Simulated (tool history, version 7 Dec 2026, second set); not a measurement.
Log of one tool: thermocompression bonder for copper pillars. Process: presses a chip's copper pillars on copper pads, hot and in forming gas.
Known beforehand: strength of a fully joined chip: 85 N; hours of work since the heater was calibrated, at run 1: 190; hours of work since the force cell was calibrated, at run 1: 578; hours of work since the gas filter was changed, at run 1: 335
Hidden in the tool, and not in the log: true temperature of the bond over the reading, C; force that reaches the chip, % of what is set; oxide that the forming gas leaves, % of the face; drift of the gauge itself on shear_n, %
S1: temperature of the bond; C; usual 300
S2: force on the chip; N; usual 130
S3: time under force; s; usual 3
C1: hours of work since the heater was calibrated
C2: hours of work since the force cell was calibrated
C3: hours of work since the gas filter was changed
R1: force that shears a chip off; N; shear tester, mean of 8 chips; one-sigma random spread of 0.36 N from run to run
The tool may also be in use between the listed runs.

run,hour,S1,S2,S3,C1,C2,C3,R1
1,0,300,130,3,190,578,335,48.4
# hour 21: forming gas filter changed
2,54.2,300,130,3,224,612,21,49.6
3,110.1,300,130,3,260,648,57,50
4,162.9,300,130,3,294,681,90,49.7
# hour 169.4: force cell calibrated
5,196.3,300,130,3,314,17,111,50.6
6,247.3,300,130,3,346,50,143,50.7
7,275.9,300,130,3,365,68,162,50.5
8,320.8,300,130,3,393,97,190,50.2
9,358.9,300,148,3,418,121,215,56.3
10,393.6,300,104,3,440,143,237,41.7
# hour 447.2: force cell calibrated, once more
11,450.3,329,130,3,475,2,272,59.2
12,494.6,300,112,3,503,30,300,40.9
13,524.9,300,112,3,523,50,319,41
14,548.4,300,172,3,538,65,334,59.1
# hour 567.7: forming gas filter changed
15,577.5,285,81,3,556,83,6,24.9

Describe how what the log doesn't record of the tool's condition differs between the last listed run preceding each entry between runs and the first listed run following it.
From run 1 to run 2: forming gas filter changed (hour 21)
  true temperature of the bond over the reading, C: 1 -> 1.2; force that reaches the chip, % of what is set: 104.9 -> 105.1; oxide that the forming gas leaves, % of the face: 4.46 -> 0.77
  what was measured, less what the result would be without the hidden state, R1: +0.5 -> +2.6 N
From run 4 to run 5: force cell calibrated (hour 169.4)
  true temperature of the bond over the reading, C: 1.7 -> 1.9; force that reaches the chip, % of what is set: 105.6 -> 107.2; oxide that the forming gas leaves, % of the face: 1.55 -> 1.75
  what was measured, less what the result would be without the hidden state, R1: +2.7 -> +3.3 N
From run 10 to run 11: force cell calibrated, once more (hour 447.2)
  true temperature of the bond over the reading, C: 2.8 -> 3; force that reaches the chip, % of what is set: 108.1 -> 100; oxide that the forming gas leaves, % of the face: 3.13 -> 3.53
  what was measured, less what the result would be without the hidden state, R1: +3.3 -> -0.6 N
From run 14 to run 15: forming gas filter changed (hour 567.7)
  true temperature of the bond over the reading, C: 3.5 -> 3.6; force that reaches the chip, % of what is set: 100.5 -> 100.6; oxide that the forming gas leaves, % of the face: 4.23 -> 0.72
  what was measured, less what the result would be without the hidden state, R1: -0.5 -> +1.3 N

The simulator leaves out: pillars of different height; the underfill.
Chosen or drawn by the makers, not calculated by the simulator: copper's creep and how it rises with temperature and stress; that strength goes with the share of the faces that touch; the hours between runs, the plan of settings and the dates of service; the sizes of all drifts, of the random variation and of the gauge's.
